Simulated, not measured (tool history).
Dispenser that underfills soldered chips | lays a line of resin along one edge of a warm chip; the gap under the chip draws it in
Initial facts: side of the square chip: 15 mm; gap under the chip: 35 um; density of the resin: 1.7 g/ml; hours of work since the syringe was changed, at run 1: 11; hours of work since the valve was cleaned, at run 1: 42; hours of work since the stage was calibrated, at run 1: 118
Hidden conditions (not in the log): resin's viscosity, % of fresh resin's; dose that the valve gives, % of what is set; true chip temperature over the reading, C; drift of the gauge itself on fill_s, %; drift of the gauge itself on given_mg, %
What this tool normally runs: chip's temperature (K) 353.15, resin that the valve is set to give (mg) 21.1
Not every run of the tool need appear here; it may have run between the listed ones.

| run | hour | chip's temperature (K) | resin that the valve is set to give (mg) | hours of work since the syringe was changed | hours of work since the valve was cleaned | hours of work since the stage was calibrated | time until the resin shows at the far edge (s) | resin that the valve gave (mg) |
|---|---|---|---|---|---|---|---|---|
| 1 | 0 | 353.15 | 21.1 | 11 | 42 | 118 | 1236.6 | 20.75 |
|  | 1.2 | new syringe of resin |
| 2 | 6.6 | 353.15 | 21.1 | 3 | 46 | 122 | 678.5 | 20.7 |
| 3 | 9.8 | 353.15 | 21.1 | 6 | 48 | 124 | 790 | 20.7 |
| 4 | 12.6 | 353.15 | 21.1 | 7 | 50 | 126 | 926.4 | 20.75 |
| 5 | 16.5 | 353.15 | 21.1 | 10 | 52 | 128 | 1139.7 | 20.68 |
|  | 19.3 | new syringe of resin |
| 6 | 19.6 | 353.15 | 21.1 | 0 | 54 | 130 | 514.9 | 20.72 |
| 7 | 23.9 | 353.15 | 21.1 | 3 | 57 | 133 | 646.3 | 20.65 |
| 8 | 30.1 | 353.15 | 20.3 | 7 | 61 | 137 | 907.3 | 19.86 |
|  | 35.4 | dispensing valve cleaned and set on the balance |
| 9 | 36.9 | 353.15 | 20.3 | 11 | 1 | 141 | 1209.1 | 20.18 |
|  | 38.4 | new syringe of resin |
| 10 | 43.1 | 352.15 | 23.4 | 3 | 5 | 144 | 657.6 | 23.23 |
| 11 | 48.5 | 343.15 | 21.1 | 6 | 8 | 148 | 1334.3 | 20.98 |
| 12 | 52 | 366.15 | 26.2 | 9 | 10 | 150 | 570 | 26 |
|  | 56.7 | new syringe of resin |
| 13 | 58.5 | 366.15 | 26.2 | 1 | 14 | 154 | 303.9 | 25.95 |

What does the tool deliver on the next run?
| 14 | 61.5 | 366.15 | 26.2 | 3 | 16 | 156 | ? | ? |

time until the resin shows at the far edge (s): 348.6
resin that the valve gave (mg): 26.01
If the tool had no hidden condition, the same run with the same run-to-run variation would have returned time until the resin shows at the far edge (s) 282.9, resin that the valve gave (mg) 26.23.
